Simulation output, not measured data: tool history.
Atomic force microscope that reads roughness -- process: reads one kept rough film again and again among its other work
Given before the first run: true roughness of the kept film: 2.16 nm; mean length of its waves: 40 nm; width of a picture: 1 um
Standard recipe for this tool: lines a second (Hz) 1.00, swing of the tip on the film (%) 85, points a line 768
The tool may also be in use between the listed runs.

run    hour  lines a second (Hz)  swing of the tip on the film (%)  points a line  roughness of the kept film (nm (root mean square))
  1     0.0                 1.00                                85            768                                               1.939
  2    44.3                 1.00                                85            768                                               1.786
       59.8  -- new tip fitted
  3   111.7                 1.00                                85            768                                               1.748
      123.7  -- new tip fitted
      183.7  -- new tip fitted
  4   183.7                 1.00                                85            768                                               1.934
      247.7  -- new tip fitted
  5   249.7                 1.00                                85            768                                               1.924
  6   295.8                 1.00                                85            768                                               1.754
      310.5  -- new tip fitted
  7   344.0                 1.00                                85            647                                               1.816
      373.3  -- new tip fitted
  8   392.0                 1.00                                84            647                                               1.883
      435.4  -- new tip fitted
  9   450.3                 1.00                                85            599                                               1.880
      500.9  -- new tip fitted
 10   504.7                 1.00                                85            599                                               1.911
      560.1  -- new tip fitted
 11   583.0                 1.00                                85            768                                               1.853
      621.3  -- new tip fitted
 12   621.3                 1.00                                85            639                                               1.935
 13   669.6                 1.00                                85            768                                               1.760
      682.9  -- new tip fitted
 14   725.9                 1.00                                85            768                                               1.789
      742.6  -- new tip fitted
 15   796.9                 1.00                                85            768                                               1.730
      802.9  -- new tip fitted
      863.9  -- new tip fitted
 16   873.1                 1.00                                72            768                                               1.937
      929.5  -- new tip fitted
 17   936.7                 1.00                                72            768                                               1.961
      990.8  -- new tip fitted
 18  1022.6                 1.00                                72            450                                               1.848
     1053.3  -- new tip fitted
 19  1106.5                 0.62                                67            450                                               1.810
     1114.3  -- new tip fitted
     1173.3  -- new tip fitted
 20  1186.2                 3.67                                85            360                                               1.616
 21  1231.4                 1.70                                65            337                                               1.747
     1238.3  -- new tip fitted
     1300.1  -- new tip fitted
 22  1306.4                 1.48                                72            768                                               1.931
     1362.6  -- new tip fitted
 23  1366.0                 1.48                                72            768                                               1.949
 24  1406.4                 1.03                                72            275                                               1.793
     1427.9  -- new tip fitted
 25  1476.4                 1.00                                64            583                                               1.827
     1490.9  -- new tip fitted
     1550.0  -- new tip fitted
 26  1550.0                 1.00                                64            583                                               1.993
 27  1586.3                 1.30                                80            420                                               1.775
     1610.3  -- new tip fitted
 28  1622.9                 1.30                                80            420                                               1.882
     1676.3  -- new tip fitted
 29  1695.8                 1.16                                85            304                                               1.819
     1737.9  -- new tip fitted
 30  1745.9                 1.16                                85            304                                               1.847
 31  1789.7                 1.16                                85            304                                               1.722
     1801.9  -- new tip fitted
     1861.3  -- new tip fitted
 32  1864.5                 1.53                                85            304                                               1.841

Run 33 is up next; what results do you expect?
     1926.9  -- new tip fitted
 33  1940.9                 1.00                                63            259                                                   ?

roughness of the kept film (nm (root mean square)): 1.950
Take away the tool's hidden state, keep the run-to-run variation as it was, and the same run would have given roughness of the kept film (nm (root mean square)) 2.047.
